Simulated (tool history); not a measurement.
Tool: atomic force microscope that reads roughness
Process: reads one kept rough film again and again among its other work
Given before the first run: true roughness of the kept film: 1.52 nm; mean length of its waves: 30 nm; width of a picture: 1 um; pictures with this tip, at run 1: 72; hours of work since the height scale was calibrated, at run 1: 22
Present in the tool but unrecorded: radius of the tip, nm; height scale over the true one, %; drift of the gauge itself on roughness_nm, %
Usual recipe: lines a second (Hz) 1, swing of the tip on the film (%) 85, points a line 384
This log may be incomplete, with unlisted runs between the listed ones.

run   hour  lines a second (Hz)  swing of the tip on the film (%)  points a line  pictures with this tip  hours of work since the height scale was calibrated  roughness of the kept film (nm (root mean square))
  1      0                    1                                85            384                      72                                                   22                                               1.298
  2    7.5                    1                                85            384                      79                                                   26                                               1.298
  3   13.4                    1                                85            384                      85                                                   29                                               1.297
  4   21.1                    1                                85            835                      92                                                   34                                               1.303
  5   30.2                    1                                85            835                     100                                                   39                                               1.313
  6   36.4                    1                                85            835                     106                                                   43                                               1.309
  7   44.5                    1                                85            835                     114                                                   48                                               1.309
      48.1  -- new tip fitted
  8   51.2                    1                                85            835                       2                                                   51                                               1.322
  9   55.7                    1                                85            835                       7                                                   54                                               1.307
 10   65.6                 1.95                                74            983                      16                                                   60                                               1.294
 11   74.2                  1.4                                79            269                      24                                                   65                                               1.297
 12   78.6                  1.4                                79            269                      28                                                   67                                               1.301
 13   87.4                 2.06                                89            298                      36                                                   72                                               1.123
 14   95.8                 2.06                                89            298                      44                                                   77                                               1.114
 15  103.1                    1                                70            503                      51                                                   81                                               1.381
 16  110.7                 2.51                                76            356                      58                                                   86                                               1.229
 17  117.5                 1.35                                85            384                      64                                                   90                                               1.251
 18    126                 1.35                                85            384                      72                                                   95                                               1.245

Alternative continuations, all from the tool just after run 18; predict every row:
  A  133.1                 1.35                                89            600                      79                                                   99                                                   ?
  B  133.1                 0.63                                59            391                      79                                                   99                                                   ?
  C  133.1                 2.33                                85            384                      79                                                   99                                                   ?
  D  133.1                 1.35                                85           1015                      79                                                   99                                                   ?
  E  133.1                 2.53                                76            372                      79                                                   99                                                   ?

run  roughness of the kept film (nm (root mean square))
  A                                               1.213
  B                                                1.43
  C                                               1.146
  D                                               1.259
  E                                               1.212
With the hidden condition removed and each run's random variation left untouched, the same runs would have given:
run  roughness of the kept film (nm (root mean square))
  A                                               1.218
  B                                               1.436
  C                                               1.151
  D                                               1.264
  E                                               1.217
